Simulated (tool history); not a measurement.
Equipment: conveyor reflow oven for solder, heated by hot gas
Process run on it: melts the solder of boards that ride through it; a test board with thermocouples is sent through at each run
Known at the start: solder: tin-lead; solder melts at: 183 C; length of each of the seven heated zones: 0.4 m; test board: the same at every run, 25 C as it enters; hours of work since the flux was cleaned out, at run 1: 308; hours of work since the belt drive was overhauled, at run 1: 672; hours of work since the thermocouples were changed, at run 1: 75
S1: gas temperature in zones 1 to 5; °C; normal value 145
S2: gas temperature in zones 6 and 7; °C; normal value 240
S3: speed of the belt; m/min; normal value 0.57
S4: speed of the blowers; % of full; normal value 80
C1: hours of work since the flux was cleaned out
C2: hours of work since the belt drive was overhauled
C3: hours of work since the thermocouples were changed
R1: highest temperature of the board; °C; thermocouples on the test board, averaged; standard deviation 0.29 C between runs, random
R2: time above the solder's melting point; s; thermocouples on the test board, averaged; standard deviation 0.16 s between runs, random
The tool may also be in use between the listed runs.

run    hour   S1   S2     S3  S4   C1   C2   C3     R1    R2
  1       0  145  240   0.57  80  308  672   75  226.4  73.1
  2    33.5  145  240   0.57  80  332  696   99  225.5    73
       57.1  -- flux residue cleaned out of gas plates and filters
  3    80.7  145  240   0.57  80   17  726  128  226.7    74
      118.8  -- belt drive overhauled, speed set with a stopwatch
  4   159.4  145  240   0.57  80   69   29  181  226.5  73.1
  5     202  145  240   0.57  72   99   59  211  224.8  71.8
  6   270.8  145  240   0.57  72  148  107  260  224.8  71.7
  7   319.1  145  240   0.57  80  182  141  294  225.7  72.8
  8   387.9  145  240   0.57  80  231  190  342  225.3  72.5
  9   429.2  145  240  0.589  80  260  219  371  224.6  69.3
 10   469.5  145  240  0.589  80  288  248  400  223.5  69.3
 11   505.3  145  240  0.589  80  313  273  425  223.7  68.8
      551.5  -- flux residue cleaned out of gas plates and filters
 12   578.2  145  240   0.57  80   19  321  473  226.5  73.6
 13   654.4  145  240   0.57  80   73  374  527    227  73.4
 14   702.7  145  250  0.478  88  107  409  561  240.9  96.2
 15   736.2  136  234  0.499  83  130  432  585  222.8  78.5
 16     807  141  246  0.636  68  180  482  635  223.7    62
      820.7  -- thermocouples of zones 6 and 7 changed
 17   861.5  137  240  0.593  80  217  519   29  224.1    66
 18   923.7  137  240  0.613  89  261  563   73  224.7  63.6
 19   982.5  145  240   0.57  70  303  605  114  223.5  71.8
 20  1015.5  145  240   0.57  70  326  628  137  223.5  71.1
     1043.9  -- flux residue cleaned out of gas plates and filters
 21    1071  160  235  0.675  68   19  663  173  217.5  62.6
 22    1140  145  240   0.57  87   68  712  222  227.4  74.6
     1200.2  -- belt drive overhauled, speed set with a stopwatch
 23  1221.5  145  239  0.631  80  123   15  276  222.6  63.1
 24  1279.1  145  239  0.631  80  163   56  317  221.8  62.7

Entry by entry between the runs, the difference in hidden state between the last listed run before and the first listed run after:
After run 2, before run 3: flux residue cleaned out of gas plates and filters (hour 57.1)
  heat that the gas passes to the board, % of a clean oven's: 92.4 -> 98.2; belt's true speed, % of the reading: 99.19 -> 99.16; true gas temperature in zones 6 and 7 over the reading, C: -0.3 -> -0.36
  the result without the hidden state subtracted from the measured one, R1: -1.9 -> -0.5 °C; R2: -0.7 -> +0.4 s
After run 3, before run 4: belt drive overhauled, speed set with a stopwatch (hour 118.8)
  heat that the gas passes to the board, % of a clean oven's: 98.2 -> 97.1; belt's true speed, % of the reading: 99.16 -> 99.9; true gas temperature in zones 6 and 7 over the reading, C: -0.36 -> -0.45
  the result without the hidden state subtracted from the measured one, R1: -0.5 -> -1.1 °C; R2: +0.4 -> -0.7 s
After run 11, before run 12: flux residue cleaned out of gas plates and filters (hour 551.5)
  heat that the gas passes to the board, % of a clean oven's: 91.7 -> 99; belt's true speed, % of the reading: 99.59 -> 99.53; true gas temperature in zones 6 and 7 over the reading, C: -0.92 -> -1.01
  the result without the hidden state subtracted from the measured one, R1: -2.8 -> -1 °C; R2: -1.7 -> -0.3 s
After run 16, before run 17: thermocouples of zones 6 and 7 changed (hour 820.7)
  heat that the gas passes to the board, % of a clean oven's: 95.5 -> 94.7; belt's true speed, % of the reading: 99.34 -> 99.3; true gas temperature in zones 6 and 7 over the reading, C: -1.33 -> -0.41
  the result without the hidden state subtracted from the measured one, R1: -2.1 -> -1.6 °C; R2: -1 -> -0.7 s
After run 20, before run 21: flux residue cleaned out of gas plates and filters (hour 1043.9)
  heat that the gas passes to the board, % of a clean oven's: 92.5 -> 98.5; belt's true speed, % of the reading: 99.17 -> 99.12; true gas temperature in zones 6 and 7 over the reading, C: -0.62 -> -0.69
  the result without the hidden state subtracted from the measured one, R1: -2.1 -> -0.7 °C; R2: -1 -> +0.2 s
After run 22, before run 23: belt drive overhauled, speed set with a stopwatch (hour 1200.2)
  heat that the gas passes to the board, % of a clean oven's: 97.5 -> 96.2; belt's true speed, % of the reading: 99.06 -> 99.92; true gas temperature in zones 6 and 7 over the reading, C: -0.78 -> -0.88
  the result without the hidden state subtracted from the measured one, R1: -1 -> -1.7 °C; R2: +0.1 -> -1.1 s

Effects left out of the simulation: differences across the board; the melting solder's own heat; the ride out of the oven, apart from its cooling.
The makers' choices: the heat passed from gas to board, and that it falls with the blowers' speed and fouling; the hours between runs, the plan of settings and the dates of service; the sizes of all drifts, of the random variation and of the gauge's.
